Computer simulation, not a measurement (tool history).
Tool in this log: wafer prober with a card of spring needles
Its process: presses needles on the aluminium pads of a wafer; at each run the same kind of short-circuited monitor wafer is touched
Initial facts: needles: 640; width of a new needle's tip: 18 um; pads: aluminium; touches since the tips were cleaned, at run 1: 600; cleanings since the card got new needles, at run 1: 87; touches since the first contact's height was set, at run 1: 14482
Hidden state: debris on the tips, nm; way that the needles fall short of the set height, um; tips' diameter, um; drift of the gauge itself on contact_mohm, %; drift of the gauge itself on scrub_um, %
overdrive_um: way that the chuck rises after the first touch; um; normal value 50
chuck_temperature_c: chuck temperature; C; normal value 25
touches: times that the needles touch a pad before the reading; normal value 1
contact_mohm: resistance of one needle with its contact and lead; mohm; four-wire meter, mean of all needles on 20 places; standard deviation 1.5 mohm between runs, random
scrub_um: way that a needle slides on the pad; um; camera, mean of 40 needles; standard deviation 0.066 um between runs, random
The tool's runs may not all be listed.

run   hour  overdrive_um  chuck_temperature_c  touches  touches since the tips were cleaned  cleanings since the card got new needles  touches since the first contact's height was set  contact_mohm  scrub_um
  1      0            50                   25        1                                  600                                        87                                             14482           140     10.37
       1.8  -- tips cleaned on abrasive film
       4.7  -- tips cleaned on abrasive film
       7.6  -- tips cleaned on abrasive film
       9.9  -- tips cleaned on abrasive film
      12.8  -- tips cleaned on abrasive film
      15.7  -- tips cleaned on abrasive film
        18  -- tips cleaned on abrasive film
  2   18.6            50                   25        1                                  471                                        94                                             28403           139     10.29
      20.4  -- tips cleaned on abrasive film
      23.3  -- tips cleaned on abrasive film
      25.6  -- tips cleaned on abrasive film
      28.5  -- tips cleaned on abrasive film
      31.4  -- tips cleaned on abrasive film
      34.3  -- tips cleaned on abrasive film
      36.6  -- tips cleaned on abrasive film
      39.5  -- tips cleaned on abrasive film
      41.8  -- tips cleaned on abrasive film
      44.7  -- tips cleaned on abrasive film
        47  -- tips cleaned on abrasive film
      49.4  -- tips cleaned on abrasive film
      52.3  -- tips cleaned on abrasive film
  3   53.4            50                   25        1                                  895                                       107                                             54462           137     10.23
      54.6  -- tips cleaned on abrasive film
      57.5  -- tips cleaned on abrasive film
      60.4  -- tips cleaned on abrasive film
      63.3  -- tips cleaned on abrasive film
      66.2  -- tips cleaned on abrasive film
      68.5  -- tips cleaned on abrasive film
      71.4  -- tips cleaned on abrasive film
      73.8  -- tips cleaned on abrasive film
      76.1  -- tips cleaned on abrasive film
        79  -- tips cleaned on abrasive film
      81.9  -- tips cleaned on abrasive film
      84.2  -- tips cleaned on abrasive film
  4   86.1            50                   25        1                                 1494                                       119                                             78958           137     10.23
      86.8  -- tips cleaned on abrasive film
      89.1  -- tips cleaned on abrasive film
        92  -- tips cleaned on abrasive film
      94.9  -- tips cleaned on abrasive film
      97.2  -- tips cleaned on abrasive film
     100.1  -- tips cleaned on abrasive film
     102.5  -- tips cleaned on abrasive film
     105.3  -- tips cleaned on abrasive film
     108.2  -- tips cleaned on abrasive film
     111.1  -- tips cleaned on abrasive film
       114  -- tips cleaned on abrasive film
     116.9  -- tips cleaned on abrasive film
     119.8  -- tips cleaned on abrasive film
     122.1  -- tips cleaned on abrasive film
  5  123.2            50                   25        1                                  853                                       133                                            106709           139     10.26
       125  -- tips cleaned on abrasive film
     127.3  -- tips cleaned on abrasive film
     130.2  -- tips cleaned on abrasive film
     133.1  -- tips cleaned on abrasive film
       136  -- tips cleaned on abrasive film
     138.9  -- tips cleaned on abrasive film
     141.8  -- tips cleaned on abrasive film
     144.7  -- tips cleaned on abrasive film
     147.6  -- tips cleaned on abrasive film
     150.4  -- tips cleaned on abrasive film
  6  151.8            50                   25        1                                 1022                                       143                                            128123           140     10.22
       153  -- tips cleaned on abrasive film
     155.3  -- tips cleaned on abrasive film
     158.2  -- tips cleaned on abrasive film
     161.1  -- tips cleaned on abrasive film
       164  -- tips cleaned on abrasive film
     166.9  -- tips cleaned on abrasive film
  7  167.9            50                   25        1                                  803                                       149                                            140207           138      10.3
     169.7  -- tips cleaned on abrasive film
       172  -- tips cleaned on abrasive film
     174.9  -- tips cleaned on abrasive film
     177.8  -- tips cleaned on abrasive film
     180.7  -- tips cleaned on abrasive film
     183.6  -- tips cleaned on abrasive film
     185.9  -- tips cleaned on abrasive film
     188.8  -- tips cleaned on abrasive film
     191.1  -- tips cleaned on abrasive film
       194  -- tips cleaned on abrasive film
     196.3  -- tips cleaned on abrasive film
     197.8  -- height of the first contact set anew
     199.5  -- tips cleaned on abrasive film
     201.9  -- tips cleaned on abrasive film
     204.8  -- tips cleaned on abrasive film
     207.4  -- tips cleaned on abrasive film
  8  207.4            50                   25        1                                    0                                       164                                              7167           136     10.12
     209.7  -- tips cleaned on abrasive film
     212.6  -- tips cleaned on abrasive film
     215.5  -- tips cleaned on abrasive film
     218.4  -- tips cleaned on abrasive film
     220.7  -- tips cleaned on abrasive film
       223  -- tips cleaned on abrasive film
  9  224.3            39                   25        1                                  977                                       170                                             19859           146      8.04
     225.5  -- tips cleaned on abrasive film
     228.4  -- tips cleaned on abrasive film
     231.3  -- tips cleaned on abrasive film
     234.2  -- tips cleaned on abrasive film
     237.1  -- tips cleaned on abrasive film
       240  -- tips cleaned on abrasive film
     242.3  -- tips cleaned on abrasive film
     245.2  -- tips cleaned on abrasive film
 10  247.1            50                   25        1                                 1452                                       178                                             36929           136     10.24
     247.7  -- tips cleaned on abrasive film
       250  -- tips cleaned on abrasive film
     252.9  -- tips cleaned on abrasive film
     255.3  -- tips cleaned on abrasive film
     258.2  -- tips cleaned on abrasive film
     261.1  -- tips cleaned on abrasive film
     263.9  -- tips cleaned on abrasive film
     266.8  -- tips cleaned on abrasive film
     269.2  -- tips cleaned on abrasive film
     272.1  -- tips cleaned on abrasive film
 11  274.1            50                   44        3                                 1563                                       188                                             57148           143     10.25
     274.7  -- tips cleaned on abrasive film
     277.6  -- tips cleaned on abrasive film
     280.5  -- tips cleaned on abrasive film
     283.4  -- tips cleaned on abrasive film
     286.3  -- tips cleaned on abrasive film
     289.2  -- tips cleaned on abrasive film
     291.5  -- tips cleaned on abrasive film
     294.4  -- tips cleaned on abrasive film
     297.3  -- tips cleaned on abrasive film
     299.6  -- tips cleaned on abrasive film
     302.5  -- tips cleaned on abrasive film
     305.4  -- tips cleaned on abrasive film
     307.7  -- tips cleaned on abrasive film
     310.1  -- tips cleaned on abrasive film
 12    312            50                   25        1                                 1492                                       202                                             85540           142     10.32
     312.6  -- tips cleaned on abrasive film
       315  -- tips cleaned on abrasive film
     317.3  -- tips cleaned on abrasive film
     320.2  -- tips cleaned on abrasive film
     322.5  -- tips cleaned on abrasive film
     325.4  -- tips cleaned on abrasive film
     328.3  -- tips cleaned on abrasive film
     331.2  -- tips cleaned on abrasive film
     334.1  -- tips cleaned on abrasive film
       337  -- tips cleaned on abrasive film
     339.9  -- tips cleaned on abrasive film
     342.8  -- tips cleaned on abrasive film
 13  343.2            50                   25        1                                  376                                       214                                            108910           136     10.25
     345.6  -- tips cleaned on abrasive film
     348.5  -- tips cleaned on abrasive film
     351.3  -- tips cleaned on abrasive film
     353.7  -- tips cleaned on abrasive film
     356.6  -- tips cleaned on abrasive film
     358.9  -- tips cleaned on abrasive film
     361.8  -- tips cleaned on abrasive film
     364.7  -- tips cleaned on abrasive film
     367.6  -- tips cleaned on abrasive film
 14  369.8            50                   25        1                                 1691                                       223                                            128824           140     10.25
     370.4  -- tips cleaned on abrasive film
     373.3  -- tips cleaned on abrasive film
     375.6  -- tips cleaned on abrasive film
       378  -- tips cleaned on abrasive film
     380.9  -- tips cleaned on abrasive film
     383.2  -- tips cleaned on abrasive film
     386.1  -- tips cleaned on abrasive film
       389  -- tips cleaned on abrasive film
     391.9  -- tips cleaned on abrasive film
     394.2  -- tips cleaned on abrasive film
 15  395.9            53                   33        3                                 1312                                       233                                            148359           137     10.89
     397.1  -- tips cleaned on abrasive film
     399.4  -- tips cleaned on abrasive film
     402.3  -- tips cleaned on abrasive film
     405.2  -- tips cleaned on abrasive film
     407.5  -- tips cleaned on abrasive film
     410.4  -- tips cleaned on abrasive film
     413.3  -- tips cleaned on abrasive film
     414.7  -- height of the first contact set anew
     416.5  -- tips cleaned on abrasive film
     419.4  -- tips cleaned on abrasive film
     422.3  -- tips cleaned on abrasive film
 16  423.8            53                   33        3                                 1212                                       243                                              6851           140     10.85
       425  -- tips cleaned on abrasive film
     427.9  -- tips cleaned on abrasive film
     430.3  -- tips cleaned on abrasive film
     433.1  -- tips cleaned on abrasive film
       436  -- tips cleaned on abrasive film
     438.4  -- tips cleaned on abrasive film
     440.7  -- tips cleaned on abrasive film
     443.6  -- tips cleaned on abrasive film
     446.5  -- tips cleaned on abrasive film
     449.4  -- tips cleaned on abrasive film
     452.3  -- tips cleaned on abrasive film
 17  454.1            50                   55        1                                 1467                                       254                                             29576           146     10.31
     454.8  -- tips cleaned on abrasive film
     457.7  -- tips cleaned on abrasive film
     460.6  -- tips cleaned on abrasive film
     462.9  -- tips cleaned on abrasive film
     465.8  -- tips cleaned on abrasive film
     468.7  -- tips cleaned on abrasive film
     471.6  -- tips cleaned on abrasive film
     473.9  -- tips cleaned on abrasive film
     476.8  -- tips cleaned on abrasive film
     479.1  -- tips cleaned on abrasive film
 18  479.2            44                   96        1                                   38                                       264                                             48269           156      9.03
     481.5  -- tips cleaned on abrasive film
     484.4  -- tips cleaned on abrasive film
     487.3  -- tips cleaned on abrasive film
     489.6  -- tips cleaned on abrasive film
     492.5  -- tips cleaned on abrasive film
     495.4  -- tips cleaned on abrasive film
 19  497.5            44                   96        1                                 1589                                       270                                             62006           161      9.05

3 options for the next run, each taken on its own from the tool as it stands now. Forecast them:
     498.1  -- tips cleaned on abrasive film
       501  -- tips cleaned on abrasive film
     503.9  -- tips cleaned on abrasive film
     506.8  -- tips cleaned on abrasive film
     509.1  -- tips cleaned on abrasive film
       512  -- tips cleaned on abrasive film
     514.9  -- tips cleaned on abrasive film
     517.2  -- tips cleaned on abrasive film
     519.6  -- tips cleaned on abrasive film
     522.4  -- tips cleaned on abrasive film
  A  523.4            50                   27        3                                  704                                       280                                             81365             ?         ?
     498.1  -- tips cleaned on abrasive film
       501  -- tips cleaned on abrasive film
     503.9  -- tips cleaned on abrasive film
     506.8  -- tips cleaned on abrasive film
     509.1  -- tips cleaned on abrasive film
       512  -- tips cleaned on abrasive film
     514.9  -- tips cleaned on abrasive film
     517.2  -- tips cleaned on abrasive film
     519.6  -- tips cleaned on abrasive film
     522.4  -- tips cleaned on abrasive film
  B  523.4            58                   33        3                                  704                                       280                                             81365             ?         ?
     498.1  -- tips cleaned on abrasive film
       501  -- tips cleaned on abrasive film
     503.9  -- tips cleaned on abrasive film
     506.8  -- tips cleaned on abrasive film
     509.1  -- tips cleaned on abrasive film
       512  -- tips cleaned on abrasive film
     514.9  -- tips cleaned on abrasive film
     517.2  -- tips cleaned on abrasive film
     519.6  -- tips cleaned on abrasive film
     522.4  -- tips cleaned on abrasive film
  C  523.4            31                   42        2                                  704                                       280                                             81365             ?         ?

run  contact_mohm  scrub_um
  A           141     10.25
  B           138        12
  C           163      6.38
The same runs, with their run-to-run variation unchanged, on a tool lacking any hidden condition would have given:
run  contact_mohm  scrub_um
  A           141     10.25
  B           138        12
  C           163      6.38
